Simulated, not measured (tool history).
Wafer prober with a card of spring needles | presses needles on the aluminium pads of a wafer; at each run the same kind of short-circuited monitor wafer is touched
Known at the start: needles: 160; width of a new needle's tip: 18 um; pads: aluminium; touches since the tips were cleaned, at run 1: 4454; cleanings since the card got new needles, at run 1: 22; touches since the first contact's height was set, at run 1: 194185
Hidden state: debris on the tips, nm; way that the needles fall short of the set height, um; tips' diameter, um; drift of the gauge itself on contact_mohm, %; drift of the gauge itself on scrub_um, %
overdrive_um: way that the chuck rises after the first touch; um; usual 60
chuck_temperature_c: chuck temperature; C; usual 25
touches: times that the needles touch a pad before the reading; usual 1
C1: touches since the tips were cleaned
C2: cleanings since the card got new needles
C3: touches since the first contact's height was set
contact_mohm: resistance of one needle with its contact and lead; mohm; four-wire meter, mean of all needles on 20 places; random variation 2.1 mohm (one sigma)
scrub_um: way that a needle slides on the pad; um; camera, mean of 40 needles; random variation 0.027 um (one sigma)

Run 1, hour 0: usual settings; C1 4454; C2 22; C3 194185. Result: contact_mohm 227 mohm, scrub_um 11.01 um.
At hour 6.7: tips cleaned on abrasive film.
Run 2, hour 15.8: usual settings; C1 4282; C2 23; C3 201555. Result: contact_mohm 230 mohm, scrub_um 11.07 um.
At hour 23.3: tips cleaned on abrasive film.
Run 3, hour 28: usual settings; C1 2191; C2 24; C3 207211. Result: contact_mohm 226 mohm, scrub_um 11.04 um.
At hour 39.5: tips cleaned on abrasive film.
Run 4, hour 47: usual settings; C1 3496; C2 25; C3 216068. Result: contact_mohm 227 mohm, scrub_um 11.09 um.
At hour 55.9: tips cleaned on abrasive film.
Run 5, hour 68.1: usual settings; C1 5696; C2 26; C3 225890. Result: contact_mohm 227 mohm, scrub_um 11.03 um.
At hour 72.1: tips cleaned on abrasive film.
Run 6, hour 80.9: usual settings but overdrive_um 58 um; C1 4086; C2 27; C3 231833. Result: contact_mohm 228 mohm, scrub_um 10.72 um.
At hour 88.7: tips cleaned on abrasive film.
At hour 90.9: height of the first contact set anew.
Run 7, hour 102.3: usual settings but overdrive_um 58 um; C1 6226; C2 28; C3 5335. Result: contact_mohm 230 mohm, scrub_um 10.74 um.
At hour 105.1: tips cleaned on abrasive film.
At hour 122: tips cleaned on abrasive film.
Run 8, hour 124.4: usual settings but overdrive_um 50 um, chuck_temperature_c 94 C, touches 3; C1 1085; C2 30; C3 15572. Result: contact_mohm 246 mohm, scrub_um 9.3 um.
At hour 138.5: tips cleaned on abrasive film.
Run 9, hour 138.6: usual settings but chuck_temperature_c 113 C; C1 45; C2 31; C3 22211. Result: contact_mohm 252 mohm, scrub_um 11.08 um.
At hour 155.2: tips cleaned on abrasive film.
Run 10, hour 158.4: usual settings but overdrive_um 47 um, chuck_temperature_c 37 C, touches 2; C1 1507; C2 32; C3 31443. Result: contact_mohm 231 mohm, scrub_um 8.68 um.
At hour 171.7: tips cleaned on abrasive film.
Run 11, hour 171.7: usual settings but overdrive_um 47 um, chuck_temperature_c 66 C, touches 3; C1 0; C2 33; C3 37610. Result: contact_mohm 237 mohm, scrub_um 8.7 um.
At hour 187.9: tips cleaned on abrasive film.
Run 12, hour 194.5: usual settings but overdrive_um 76 um, chuck_temperature_c 52 C, touches 2; C1 3096; C2 34; C3 48254. Result: contact_mohm 233 mohm, scrub_um 14.09 um.
At hour 204.7: tips cleaned on abrasive film.
Run 13, hour 208.3: usual settings but overdrive_um 42 um, touches 3; C1 1707; C2 35; C3 54670. Result: contact_mohm 230 mohm, scrub_um 7.78 um.

The same runs without the tool's hidden state, with the same run-to-run variation:
run  scrub_um
  1     11.01
  2     11.06
  3     11.02
  4     11.06
  5     10.99
  6     10.68
  7     10.68
  8      9.24
  9        11
 10      8.61
 11      8.62
 12     13.95
 13       7.7
contact_mohm: within 1 mohm of the measured result in every run.
